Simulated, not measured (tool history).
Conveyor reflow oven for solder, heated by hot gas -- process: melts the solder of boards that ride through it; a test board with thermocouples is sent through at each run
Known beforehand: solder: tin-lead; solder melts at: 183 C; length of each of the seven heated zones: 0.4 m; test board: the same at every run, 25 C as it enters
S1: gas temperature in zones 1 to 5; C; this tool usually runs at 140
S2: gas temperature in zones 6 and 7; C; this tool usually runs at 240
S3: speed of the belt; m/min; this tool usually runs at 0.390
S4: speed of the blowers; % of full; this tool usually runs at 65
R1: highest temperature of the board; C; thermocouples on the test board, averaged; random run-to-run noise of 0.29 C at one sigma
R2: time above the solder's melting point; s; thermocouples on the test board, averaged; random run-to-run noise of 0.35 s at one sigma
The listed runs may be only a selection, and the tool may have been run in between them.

{"run": 1, "hour": 0.0, "S1": 140, "S2": 240, "S3": 0.39, "S4": 65, "R1": 223.4, "R2": 100.9}
{"run": 2, "hour": 78.3, "S1": 140, "S2": 240, "S3": 0.39, "S4": 65, "R1": 224.1, "R2": 101.2}
{"run": 3, "hour": 131.7, "S1": 140, "S2": 240, "S3": 0.39, "S4": 65, "R1": 224.0, "R2": 101.2}
{"run": 4, "hour": 183.7, "S1": 140, "S2": 240, "S3": 0.39, "S4": 65, "R1": 223.8, "R2": 101.5}
{"run": 5, "hour": 227.2, "S1": 140, "S2": 240, "S3": 0.39, "S4": 65, "R1": 223.5, "R2": 101.4}
{"run": 6, "hour": 294.7, "S1": 140, "S2": 240, "S3": 0.394, "S4": 65, "R1": 223.9, "R2": 99.1}
{"run": 7, "hour": 391.2, "S1": 140, "S2": 240, "S3": 0.391, "S4": 65, "R1": 224.0, "R2": 101.1}
{"run": 8, "hour": 480.9, "S1": 140, "S2": 240, "S3": 0.39, "S4": 65, "R1": 223.1, "R2": 101.3}
{"run": 9, "hour": 534.0, "S1": 140, "S2": 240, "S3": 0.39, "S4": 65, "R1": 224.4, "R2": 100.9}
{"run": 10, "hour": 610.1, "S1": 140, "S2": 240, "S3": 0.39, "S4": 65, "R1": 223.9, "R2": 100.9}
{"run": 11, "hour": 695.4, "S1": 140, "S2": 236, "S3": 0.39, "S4": 65, "R1": 220.5, "R2": 97.2}
{"run": 12, "hour": 742.7, "S1": 140, "S2": 240, "S3": 0.39, "S4": 65, "R1": 223.8, "R2": 101.3}
{"run": 13, "hour": 838.5, "S1": 140, "S2": 240, "S3": 0.39, "S4": 65, "R1": 223.3, "R2": 101.6}
{"run": 14, "hour": 920.9, "S1": 140, "S2": 240, "S3": 0.373, "S4": 65, "R1": 224.9, "R2": 107.3}
{"run": 15, "hour": 1009.1, "S1": 151, "S2": 240, "S3": 0.39, "S4": 65, "R1": 225.8, "R2": 110.0}
{"run": 16, "hour": 1065.5, "S1": 140, "S2": 240, "S3": 0.39, "S4": 84, "R1": 228.3, "R2": 106.4}
{"run": 17, "hour": 1107.3, "S1": 132, "S2": 242, "S3": 0.318, "S4": 57, "R1": 228.4, "R2": 125.5}
{"run": 18, "hour": 1209.7, "S1": 132, "S2": 242, "S3": 0.318, "S4": 57, "R1": 228.3, "R2": 125.3}
{"run": 19, "hour": 1286.3, "S1": 141, "S2": 242, "S3": 0.318, "S4": 76, "R1": 233.6, "R2": 136.9}
{"run": 20, "hour": 1373.0, "S1": 147, "S2": 242, "S3": 0.432, "S4": 76, "R1": 226.5, "R2": 96.8}
{"run": 21, "hour": 1475.1, "S1": 147, "S2": 233, "S3": 0.432, "S4": 52, "R1": 211.4, "R2": 79.0}
{"run": 22, "hour": 1546.1, "S1": 147, "S2": 233, "S3": 0.428, "S4": 52, "R1": 211.9, "R2": 80.3}
{"run": 23, "hour": 1600.4, "S1": 147, "S2": 233, "S3": 0.428, "S4": 52, "R1": 212.0, "R2": 79.9}
{"run": 24, "hour": 1662.9, "S1": 138, "S2": 254, "S3": 0.427, "S4": 86, "R1": 238.8, "R2": 102.9}
{"run": 25, "hour": 1770.0, "S1": 152, "S2": 241, "S3": 0.449, "S4": 85, "R1": 227.3, "R2": 96.8}
{"run": 26, "hour": 1820.9, "S1": 140, "S2": 240, "S3": 0.459, "S4": 65, "R1": 218.3, "R2": 79.1}
{"run": 27, "hour": 1908.5, "S1": 140, "S2": 233, "S3": 0.459, "S4": 75, "R1": 215.3, "R2": 76.8}
{"run": 28, "hour": 2010.6, "S1": 140, "S2": 233, "S3": 0.459, "S4": 75, "R1": 215.4, "R2": 76.6}
{"run": 29, "hour": 2097.6, "S1": 140, "S2": 233, "S3": 0.459, "S4": 75, "R1": 215.6, "R2": 76.5}

Withheld: 7 entries from between the runs. Position of each, and hidden state at the listed run before versus the listed run after:
Run 5 -> run 6: flux residue cleaned out of gas plates and filters (hour 236.9)
  heat that the gas passes to the board, % of a clean oven's: 99.5 -> 99.9; true gas temperature in zones 6 and 7 over the reading, C: -0.17 -> -0.18
Run 7 -> run 8: belt drive overhauled, speed set with a stopwatch (hour 423.9)
  heat that the gas passes to the board, % of a clean oven's: 99.8 -> 99.7; belt's true speed, % of the reading: 99.7 -> 99.98; true gas temperature in zones 6 and 7 over the reading, C: -0.19 -> -0.2
Run 8 -> run 9: thermocouples of zones 6 and 7 changed (hour 491.4)
  true gas temperature in zones 6 and 7 over the reading, C: -0.2 -> -0.01
Run 11 -> run 12: flux residue cleaned out of gas plates and filters (hour 721.7)
  heat that the gas passes to the board, % of a clean oven's: 99.5 -> 100
Run 17 -> run 18: flux residue cleaned out of gas plates and filters (hour 1202.2)
  heat that the gas passes to the board, % of a clean oven's: 99.6 -> 100; belt's true speed, % of the reading: 99.9 -> 99.88; true gas temperature in zones 6 and 7 over the reading, C: -0.07 -> -0.08
Run 24 -> run 25: flux residue cleaned out of gas plates and filters (hour 1681.2)
  heat that the gas passes to the board, % of a clean oven's: 99.5 -> 99.8; belt's true speed, % of the reading: 99.82 -> 99.81; true gas temperature in zones 6 and 7 over the reading, C: -0.14 -> -0.15
Run 27 -> run 28: thermocouples of zones 6 and 7 changed (hour 1948.2)
  heat that the gas passes to the board, % of a clean oven's: 99.7 -> 99.6; belt's true speed, % of the reading: 99.79 -> 99.77; true gas temperature in zones 6 and 7 over the reading, C: -0.16 -> 0.02
